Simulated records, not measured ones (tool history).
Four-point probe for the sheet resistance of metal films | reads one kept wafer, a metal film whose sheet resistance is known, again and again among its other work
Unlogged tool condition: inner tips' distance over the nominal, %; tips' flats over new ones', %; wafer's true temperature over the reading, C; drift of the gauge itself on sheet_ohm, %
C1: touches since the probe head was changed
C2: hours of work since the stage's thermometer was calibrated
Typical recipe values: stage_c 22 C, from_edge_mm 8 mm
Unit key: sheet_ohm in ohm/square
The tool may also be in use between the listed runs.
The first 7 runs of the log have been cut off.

Run 8, day 12.379: usual settings; C1 31103; C2 651. Result: sheet_ohm 0.436834 ohm/square.
Run 9, day 15.279: usual settings but stage_c 34 C; C1 33651; C2 681. Result: sheet_ohm 0.43648 ohm/square.
Run 10, day 17.3: usual settings but stage_c 34 C; C1 35424; C2 702. Result: sheet_ohm 0.436478 ohm/square.
Run 11, day 19.075: usual settings but stage_c 21 C; C1 36981; C2 721. Result: sheet_ohm 0.436797 ohm/square.
Run 12, day 21.054: usual settings but stage_c 21 C; C1 38721; C2 741. Result: sheet_ohm 0.436608 ohm/square.
Run 13, day 23.504: usual settings; C1 40871; C2 767. Result: sheet_ohm 0.436573 ohm/square.
Run 14, day 25.429: usual settings; C1 42558; C2 787. Result: sheet_ohm 0.436389 ohm/square.
Run 15, day 27.358: usual settings but stage_c 28 C; C1 44254; C2 807. Result: sheet_ohm 0.436312 ohm/square.
Run 16, day 29.904: usual settings but from_edge_mm 20 mm; C1 46488; C2 833. Result: sheet_ohm 0.435107 ohm/square.
Run 17, day 31.992: usual settings but from_edge_mm 20 mm; C1 48319; C2 855. Result: sheet_ohm 0.434948 ohm/square.
Run 18, day 33.671: usual settings but from_edge_mm 68 mm; C1 49796; C2 872. Result: sheet_ohm 0.434801 ohm/square.
Run 19, day 34.85: usual settings but from_edge_mm 68 mm; C1 50830; C2 884. Result: sheet_ohm 0.434728 ohm/square.
Run 20, day 36.042: usual settings but stage_c 33 C, from_edge_mm 73 mm; C1 51877; C2 897. Result: sheet_ohm 0.434344 ohm/square.
Run 21, day 38.408: usual settings but stage_c 25 C, from_edge_mm 37 mm; C1 53954; C2 921. Result: sheet_ohm 0.434578 ohm/square.
Run 22, day 40.275: usual settings but stage_c 28 C, from_edge_mm 5 mm; C1 55590; C2 940. Result: sheet_ohm 0.438188 ohm/square.
Run 23, day 43.1: usual settings but stage_c 21 C, from_edge_mm 29 mm; C1 58071; C2 970. Result: sheet_ohm 0.434576 ohm/square.
Run 24, day 44.871: usual settings but stage_c 24 C, from_edge_mm 21 mm; C1 59626; C2 988. Result: sheet_ohm 0.434469 ohm/square.

Predict the results of run 25:
Run 25, day 46.283: usual settings but stage_c 31 C, from_edge_mm 72 mm; C1 60866; C2 1003. Result: sheet_ohm ?.

Run 25 gave sheet_ohm 0.434118 ohm/square.
If the tool had no hidden condition, the same run with the same run-to-run variation would have returned sheet_ohm 0.434886 ohm/square.
